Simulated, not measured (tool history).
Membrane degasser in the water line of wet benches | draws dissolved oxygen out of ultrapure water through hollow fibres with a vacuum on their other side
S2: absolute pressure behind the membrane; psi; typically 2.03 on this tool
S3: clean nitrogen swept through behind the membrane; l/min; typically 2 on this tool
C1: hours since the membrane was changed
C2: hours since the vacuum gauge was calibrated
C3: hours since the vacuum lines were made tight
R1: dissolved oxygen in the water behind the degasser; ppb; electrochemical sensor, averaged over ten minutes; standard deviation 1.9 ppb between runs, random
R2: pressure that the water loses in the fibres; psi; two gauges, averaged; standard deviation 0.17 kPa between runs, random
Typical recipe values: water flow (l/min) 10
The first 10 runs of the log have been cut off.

run 11 day=86.35 | water_flow_(l/min)=10 S2=2.03 S3=2 | C1=10640 C2=2072 C3=5885 | R1=234.9 R2=4.337
run 12 day=97.175 | water_flow_(l/min)=10 S2=2.03 S3=2 | C1=10900 C2=2332 C3=6144 | R1=234.5 R2=4.35
run 13 day=107.738 | water_flow_(l/min)=10 S2=2.03 S3=2 | C1=11153 C2=2586 C3=6398 | R1=234.6 R2=4.287
run 14 day=113.067 | water_flow_(l/min)=10 S2=2.03 S3=2 | C1=11281 C2=2714 C3=6526 | R1=235.6 R2=4.338
run 15 day=120.421 | water_flow_(l/min)=10 S2=2.03 S3=2 | C1=11458 C2=2890 C3=6702 | R1=241.3 R2=4.36
run 16 day=128.617 | water_flow_(l/min)=10 S2=2.03 S3=2 | C1=11654 C2=3087 C3=6899 | R1=238.8 R2=4.363
run 17 day=137.504 | water_flow_(l/min)=10 S2=4.39 S3=0.96 | C1=11868 C2=3300 C3=7112 | R1=743.9 R2=4.387
run 18 day=147.971 | water_flow_(l/min)=6 S2=4.06 S3=1.57 | C1=12119 C2=3551 C3=7364 | R1=273.4 R2=2.638
run 19 day=155.246 | water_flow_(l/min)=15 S2=2.03 S3=3.88 | C1=12293 C2=3726 C3=7538 | R1=394.7 R2=6.58
run 20 day=166.125 | water_flow_(l/min)=8 S2=1.33 S3=3.72 | C1=12554 C2=3987 C3=7799 | R1=90.5 R2=3.51
run 21 day=175.646 | water_flow_(l/min)=8 S2=1.33 S3=3.72 | C1=12783 C2=4216 C3=8028 | R1=90.8 R2=3.545
run 22 day=180.971 | water_flow_(l/min)=10 S2=2.03 S3=3.2 | C1=12911 C2=4343 C3=8156 | R1=199.7 R2=4.451
-- day=185.788 membrane cartridge changed
run 23 day=189.854 | water_flow_(l/min)=10 S2=2.03 S3=3.2 | C1=98 C2=4552 C3=8365 | R1=150.8 R2=3.917
run 24 day=200.879 | water_flow_(l/min)=15 S2=1.41 S3=2 | C1=362 C2=4817 C3=8629 | R1=312.6 R2=5.852

For run 25, what comes out?
run 25 day=207.283 | water_flow_(l/min)=12 S2=2.61 S3=1.51 | C1=516 C2=4971 C3=8783 | R1=? R2=?

R1: 392.2 ppb
R2: 4.734 psi
If the tool had no hidden condition, the same run with the same run-to-run variation would have returned R1 367 ppb, R2 4.709 psi.

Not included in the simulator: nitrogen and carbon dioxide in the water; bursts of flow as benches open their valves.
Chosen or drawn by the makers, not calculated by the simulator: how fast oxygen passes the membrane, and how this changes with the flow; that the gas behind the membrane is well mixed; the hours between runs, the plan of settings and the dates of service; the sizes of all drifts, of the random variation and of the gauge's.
